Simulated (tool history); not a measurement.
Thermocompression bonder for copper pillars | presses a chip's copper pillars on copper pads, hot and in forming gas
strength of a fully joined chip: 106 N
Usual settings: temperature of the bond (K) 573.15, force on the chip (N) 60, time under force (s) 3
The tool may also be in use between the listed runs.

run	hour	temperature of the bond (K)	force on the chip (N)	time under force (s)	force that shears a chip off (N)
1	0	573.15	60	3	65.2
2	17.7	573.15	60	3	64.9
3	37	573.15	60	3	64.9
4	56.3	573.15	60	3	64.7
5	71.3	573.15	60	3	65.5
6	82.2	573.15	60	3	64.8
7	94.8	573.15	60	3	64.6
8	107.9	573.15	60	3	64.8
9	124.2	584.15	60	3	70.6
10	145.1	584.15	60	3	69.7
11	155.3	584.15	60	3	70
12	169.8	593.15	60	6	85
13	189.3	590.15	60	3	72.4
14	209.5	573.15	86	6	89.4
15	222.9	573.15	86	6	89.5
16	243	573.15	86	6	89.2
17	260.3	584.15	44	8	73.3
18	274	544.15	83	5	74.6
19	290.7	567.15	74	3	70.4
20	307.5	567.15	76	5	80.1
21	321.8	567.15	76	5	80.2

Forecast each of these 5 alternatives for the next run:
A	335.3	571.15	70	2	?
B	335.3	579.15	75	6	?
C	335.3	567.15	40	5	?
D	335.3	567.15	36	5	?
E	335.3	550.15	76	5	?

run	force that shears a chip off (N)
A	62
B	86.8
C	52.8
D	48.5
E	71.9
Without the tool's hidden state the same runs would have given:
run	force that shears a chip off (N)
A	64.2
B	91.1
C	54.4
D	50
E	74.7
